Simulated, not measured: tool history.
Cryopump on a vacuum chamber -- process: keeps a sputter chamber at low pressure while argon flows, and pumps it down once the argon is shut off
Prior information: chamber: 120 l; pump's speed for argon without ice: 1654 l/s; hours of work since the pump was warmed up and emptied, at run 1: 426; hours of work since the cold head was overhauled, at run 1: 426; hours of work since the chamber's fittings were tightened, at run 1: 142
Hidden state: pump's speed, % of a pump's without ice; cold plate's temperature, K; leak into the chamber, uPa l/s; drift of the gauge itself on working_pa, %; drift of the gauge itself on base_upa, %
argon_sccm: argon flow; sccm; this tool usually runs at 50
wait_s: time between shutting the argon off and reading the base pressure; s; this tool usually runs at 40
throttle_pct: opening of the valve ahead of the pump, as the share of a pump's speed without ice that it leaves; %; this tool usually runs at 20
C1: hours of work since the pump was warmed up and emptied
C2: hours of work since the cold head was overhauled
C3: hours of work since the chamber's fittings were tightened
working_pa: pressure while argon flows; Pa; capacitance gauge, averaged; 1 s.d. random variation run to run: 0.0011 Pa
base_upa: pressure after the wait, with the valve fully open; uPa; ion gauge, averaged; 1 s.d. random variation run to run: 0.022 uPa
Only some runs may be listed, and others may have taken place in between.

{"run": 1, "hour": 0.0, "argon_sccm": 50, "wait_s": 40, "throttle_pct": 20, "C1": 426, "C2": 426, "C3": 142, "working_pa": 0.2689, "base_upa": 0.75}
{"run": 2, "hour": 23.2, "argon_sccm": 50, "wait_s": 40, "throttle_pct": 20, "C1": 444, "C2": 444, "C3": 160, "working_pa": 0.2715, "base_upa": 0.79}
{"run": 3, "hour": 49.8, "argon_sccm": 50, "wait_s": 40, "throttle_pct": 20, "C1": 466, "C2": 466, "C3": 182, "working_pa": 0.2717, "base_upa": 0.78}
{"hour": 86.4, "done": "pump warmed up, emptied and cooled again"}
{"run": 4, "hour": 108.5, "argon_sccm": 50, "wait_s": 40, "throttle_pct": 20, "C1": 18, "C2": 509, "C3": 225, "working_pa": 0.259, "base_upa": 0.69}
{"run": 5, "hour": 140.1, "argon_sccm": 33, "wait_s": 40, "throttle_pct": 20, "C1": 43, "C2": 535, "C3": 250, "working_pa": 0.1706, "base_upa": 0.76}
{"run": 6, "hour": 168.1, "argon_sccm": 33, "wait_s": 40, "throttle_pct": 20, "C1": 66, "C2": 557, "C3": 273, "working_pa": 0.1706, "base_upa": 0.78}
{"run": 7, "hour": 203.8, "argon_sccm": 33, "wait_s": 40, "throttle_pct": 20, "C1": 95, "C2": 586, "C3": 302, "working_pa": 0.171, "base_upa": 0.76}
{"run": 8, "hour": 228.0, "argon_sccm": 59, "wait_s": 40, "throttle_pct": 20, "C1": 114, "C2": 605, "C3": 321, "working_pa": 0.3059, "base_upa": 0.75}
{"run": 9, "hour": 260.2, "argon_sccm": 59, "wait_s": 40, "throttle_pct": 20, "C1": 140, "C2": 631, "C3": 347, "working_pa": 0.3074, "base_upa": 0.77}
{"run": 10, "hour": 289.8, "argon_sccm": 50, "wait_s": 40, "throttle_pct": 20, "C1": 164, "C2": 655, "C3": 371, "working_pa": 0.2583, "base_upa": 0.75}
{"run": 11, "hour": 330.4, "argon_sccm": 50, "wait_s": 40, "throttle_pct": 20, "C1": 197, "C2": 688, "C3": 404, "working_pa": 0.2606, "base_upa": 0.8}
{"run": 12, "hour": 364.7, "argon_sccm": 50, "wait_s": 40, "throttle_pct": 20, "C1": 224, "C2": 716, "C3": 431, "working_pa": 0.2632, "base_upa": 0.83}
{"run": 13, "hour": 403.1, "argon_sccm": 50, "wait_s": 40, "throttle_pct": 20, "C1": 255, "C2": 746, "C3": 462, "working_pa": 0.2662, "base_upa": 0.84}
{"run": 14, "hour": 447.9, "argon_sccm": 50, "wait_s": 40, "throttle_pct": 20, "C1": 291, "C2": 783, "C3": 498, "working_pa": 0.2664, "base_upa": 0.84}
{"run": 15, "hour": 480.4, "argon_sccm": 50, "wait_s": 40, "throttle_pct": 20, "C1": 317, "C2": 809, "C3": 525, "working_pa": 0.2692, "base_upa": 0.89}
{"run": 16, "hour": 521.7, "argon_sccm": 50, "wait_s": 40, "throttle_pct": 20, "C1": 351, "C2": 842, "C3": 558, "working_pa": 0.2708, "base_upa": 0.89}
{"run": 17, "hour": 548.4, "argon_sccm": 50, "wait_s": 40, "throttle_pct": 20, "C1": 372, "C2": 864, "C3": 579, "working_pa": 0.2708, "base_upa": 0.84}
{"run": 18, "hour": 594.0, "argon_sccm": 50, "wait_s": 40, "throttle_pct": 20, "C1": 409, "C2": 900, "C3": 616, "working_pa": 0.2699, "base_upa": 0.87}
{"run": 19, "hour": 637.9, "argon_sccm": 50, "wait_s": 40, "throttle_pct": 20, "C1": 444, "C2": 936, "C3": 652, "working_pa": 0.2743, "base_upa": 0.88}
{"run": 20, "hour": 677.4, "argon_sccm": 85, "wait_s": 40, "throttle_pct": 20, "C1": 476, "C2": 967, "C3": 683, "working_pa": 0.468, "base_upa": 0.93}
{"hour": 699.8, "done": "pump warmed up, emptied and cooled again"}
{"run": 21, "hour": 704.8, "argon_sccm": 39, "wait_s": 228, "throttle_pct": 20, "C1": 4, "C2": 985, "C3": 701, "working_pa": 0.2004, "base_upa": 0.4}
{"run": 22, "hour": 737.3, "argon_sccm": 39, "wait_s": 228, "throttle_pct": 20, "C1": 30, "C2": 1012, "C3": 728, "working_pa": 0.1991, "base_upa": 0.43}
{"run": 23, "hour": 790.1, "argon_sccm": 29, "wait_s": 40, "throttle_pct": 20, "C1": 73, "C2": 1054, "C3": 770, "working_pa": 0.1487, "base_upa": 0.85}
{"run": 24, "hour": 830.3, "argon_sccm": 29, "wait_s": 21, "throttle_pct": 20, "C1": 105, "C2": 1087, "C3": 802, "working_pa": 0.1505, "base_upa": 1.28}
{"run": 25, "hour": 867.5, "argon_sccm": 29, "wait_s": 21, "throttle_pct": 20, "C1": 135, "C2": 1117, "C3": 832, "working_pa": 0.1509, "base_upa": 1.26}
{"run": 26, "hour": 890.7, "argon_sccm": 29, "wait_s": 21, "throttle_pct": 20, "C1": 154, "C2": 1135, "C3": 851, "working_pa": 0.1525, "base_upa": 1.28}
{"run": 27, "hour": 915.7, "argon_sccm": 72, "wait_s": 21, "throttle_pct": 33, "C1": 174, "C2": 1155, "C3": 871, "working_pa": 0.2317, "base_upa": 1.29}
{"run": 28, "hour": 960.4, "argon_sccm": 72, "wait_s": 21, "throttle_pct": 33, "C1": 210, "C2": 1191, "C3": 907, "working_pa": 0.2329, "base_upa": 1.33}
{"run": 29, "hour": 989.1, "argon_sccm": 63, "wait_s": 298, "throttle_pct": 16, "C1": 233, "C2": 1215, "C3": 930, "working_pa": 0.4084, "base_upa": 0.52}
{"run": 30, "hour": 1022.2, "argon_sccm": 99, "wait_s": 71, "throttle_pct": 33, "C1": 260, "C2": 1241, "C3": 957, "working_pa": 0.3229, "base_upa": 0.72}
{"run": 31, "hour": 1053.9, "argon_sccm": 99, "wait_s": 39, "throttle_pct": 42, "C1": 285, "C2": 1267, "C3": 983, "working_pa": 0.2614, "base_upa": 0.96}
{"run": 32, "hour": 1076.1, "argon_sccm": 47, "wait_s": 39, "throttle_pct": 42, "C1": 303, "C2": 1285, "C3": 1001, "working_pa": 0.1243, "base_upa": 0.94}
{"run": 33, "hour": 1129.9, "argon_sccm": 47, "wait_s": 39, "throttle_pct": 42, "C1": 347, "C2": 1328, "C3": 1044, "working_pa": 0.127, "base_upa": 0.96}
{"run": 34, "hour": 1180.8, "argon_sccm": 47, "wait_s": 39, "throttle_pct": 42, "C1": 388, "C2": 1369, "C3": 1085, "working_pa": 0.128, "base_upa": 1.01}

Hidden condition of the tool, last listed run before each entry between runs versus first listed run after:
Between runs 3 and 4: pump warmed up, emptied and cooled again (hour 86.4)
  pump's speed, % of a pump's without ice: 75.9 -> 98.4; cold plate's temperature, K: 12.29 -> 12.3; leak into the chamber, uPa l/s: 401 -> 414
  difference, measured minus the result without the unlogged condition, working_pa: +0.0165 -> +0.0011 Pa; base_upa: +0.14 -> +0.07 uPa
Between runs 20 and 21: pump warmed up, emptied and cooled again (hour 699.8)
  pump's speed, % of a pump's without ice: 72.5 -> 99.5; cold plate's temperature, K: 12.49 -> 12.5; leak into the chamber, uPa l/s: 552 -> 557
  difference, measured minus the result without the unlogged condition, working_pa: +0.0341 -> +0.0005 Pa; base_upa: +0.28 -> +0.16 uPa

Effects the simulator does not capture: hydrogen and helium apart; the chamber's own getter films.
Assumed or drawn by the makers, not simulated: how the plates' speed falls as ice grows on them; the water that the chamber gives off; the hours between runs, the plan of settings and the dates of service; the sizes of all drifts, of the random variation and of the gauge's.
